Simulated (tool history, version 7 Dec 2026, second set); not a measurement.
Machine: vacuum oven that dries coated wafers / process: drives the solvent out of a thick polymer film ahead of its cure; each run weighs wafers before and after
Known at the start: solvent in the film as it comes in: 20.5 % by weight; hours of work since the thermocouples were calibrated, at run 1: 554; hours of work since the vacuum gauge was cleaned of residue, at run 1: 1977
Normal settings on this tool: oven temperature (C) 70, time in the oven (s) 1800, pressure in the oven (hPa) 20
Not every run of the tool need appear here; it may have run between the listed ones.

run    hour  oven temperature (C)  time in the oven (s)  pressure in the oven (hPa)  hours of work since the thermocouples were calibrated  hours of work since the vacuum gauge was cleaned of residue  solvent left in the film (%)
  1       0                    70                  1800                          20                                                    554                                                         1977                          5.73
  2    49.2                    70                  1800                          20                                                    580                                                         2004                          5.73
  3   101.5                    70                  1800                          20                                                    608                                                         2032                          5.82
  4   216.8                    70                  1800                          20                                                    670                                                         2094                          5.86
  5   314.8                    70                  1800                          20                                                    723                                                         2147                          5.93
  6   432.8                    70                  1800                          20                                                    787                                                         2210                          6.01
  7   487.8                    70                  1800                          20                                                    816                                                         2240                          6.06
  8   545.8                    70                  1800                          20                                                    847                                                         2271                          6.09
      568.6  -- vacuum gauge cleaned of residue and calibrated
      580.4  -- oven's thermocouples calibrated
  9   597.6                    70                  3120                          20                                                      9                                                           15                          2.66
 10   711.1                    70                  3120                          20                                                     70                                                           76                          2.66
 11   825.6                    70                  3120                          20                                                    132                                                          137                           2.7
 12   934.8                    70                  3120                          20                                                    191                                                          196                          2.79
 13  1018.5                    70                  2580                          20                                                    236                                                          241                          3.55
 14  1114.3                    70                  2580                        18.5                                                    287                                                          292                          3.46
 15  1233.8                    70                  2580                        18.5                                                    351                                                          357                          3.51
 16    1291                    56                  2580                        18.5                                                    382                                                          387                          9.79
 17  1401.8                    70                  1800                        26.9                                                    442                                                          447                          5.82
 18  1484.7                    68                  1800                        26.9                                                    486                                                          492                          6.75
 19  1561.8                    68                  1800                        26.9                                                    528                                                          533                          6.82
 20  1659.4                    68                  1800                        26.9                                                    580                                                          585                          6.92
 21  1740.1                    70                  1800                          20                                                    624                                                          629                          5.72
 22  1815.2                    59                  2040                        16.9                                                    664                                                          669                          9.94
 23  1921.3                    59                  2040                        16.9                                                    721                                                          726                         10.02
 24  1997.7                    79                  1080                        11.3                                                    762                                                          767                          4.38
 25  2115.6                    66                  3120                        13.5                                                    825                                                          831                          4.34
     2184.7  -- oven's thermocouples calibrated
 26  2200.3                    72                  1320                        79.2                                                      8                                                          875                          8.82
 27  2309.7                    72                  1320                        79.2                                                     67                                                          934                          8.85
 28  2373.2                    72                  1320                        79.2                                                    101                                                          968                          8.96
 29  2488.4                    80                  2040                        14.2                                                    163                                                         1030                          1.43
 30  2596.8                    80                  2040                        14.2                                                    222                                                         1088                          1.36
 31    2649                    80                  2040                        14.2                                                    250                                                         1116                           1.4
 32  2699.6                    71                   960                        14.2                                                    277                                                         1144                          8.37
 33  2812.3                    75                  2160                        14.2                                                    337                                                         1204                          2.46
 34  2918.9                    71                  1920                          20                                                    395                                                         1262                          4.83
 35  3013.1                    70                  2580                        45.4                                                    445                                                         1312                          5.57
 36  3095.2                    70                  2580                        45.4                                                    490                                                         1356                          5.46
 37  3199.1                    70                  2580                        45.4                                                    545                                                         1412                          5.59
 38  3268.4                    70                  1740                        45.4                                                    583                                                         1449                          7.43
 39  3331.3                    70                  1740                        45.4                                                    617                                                         1483                          7.52
 40  3433.4                    63                  1860                        35.3                                                    671                                                         1538                          9.85
 41  3535.4                    59                  1020                        43.6                                                    726                                                         1593                         14.56

Some steps in solvent left in the film (%), run to run, broken into two amounts with sign: the step expected even without the hidden condition (settings, incoming material, random variation), and the rest, left for the hidden condition together with whatever gauge scatter is not in both the measured and the hidden-condition-free result:
The tool's hidden condition here consists of: true wafer temperature over the reading, C; true pressure over the reading, kPa; drift of the gauge itself on solvent_pct, %.
Run 8 -> 9: time in the oven (s) 1800 -> 3120, vacuum gauge cleaned of residue and calibrated, oven's thermocouples calibrated. solvent left in the film (%) -3.43: hidden state -1.05, all else -2.38.
Run 15 -> 16: oven temperature (C) 70 -> 56. solvent left in the film (%) +6.28: hidden state +0.1, all else +6.18.
Run 25 -> 26: oven temperature (C) 66 -> 72, time in the oven (s) 3120 -> 1320, pressure in the oven (hPa) 13.5 -> 79.2, oven's thermocouples calibrated. solvent left in the film (%) +4.48: hidden state -0.68, all else +5.16.
Run 28 -> 29: oven temperature (C) 72 -> 80, time in the oven (s) 1320 -> 2040, pressure in the oven (hPa) 79.2 -> 14.2. solvent left in the film (%) -7.53: hidden state -0.03, all else -7.5.
Run 31 -> 32: oven temperature (C) 80 -> 71, time in the oven (s) 2040 -> 960. solvent left in the film (%) +6.97: hidden state +0.15, all else +6.82.
Run 40 -> 41: oven temperature (C) 63 -> 59, time in the oven (s) 1860 -> 1020, pressure in the oven (hPa) 35.3 -> 43.6. solvent left in the film (%) +4.71: hidden state -0.17, all else +4.88.

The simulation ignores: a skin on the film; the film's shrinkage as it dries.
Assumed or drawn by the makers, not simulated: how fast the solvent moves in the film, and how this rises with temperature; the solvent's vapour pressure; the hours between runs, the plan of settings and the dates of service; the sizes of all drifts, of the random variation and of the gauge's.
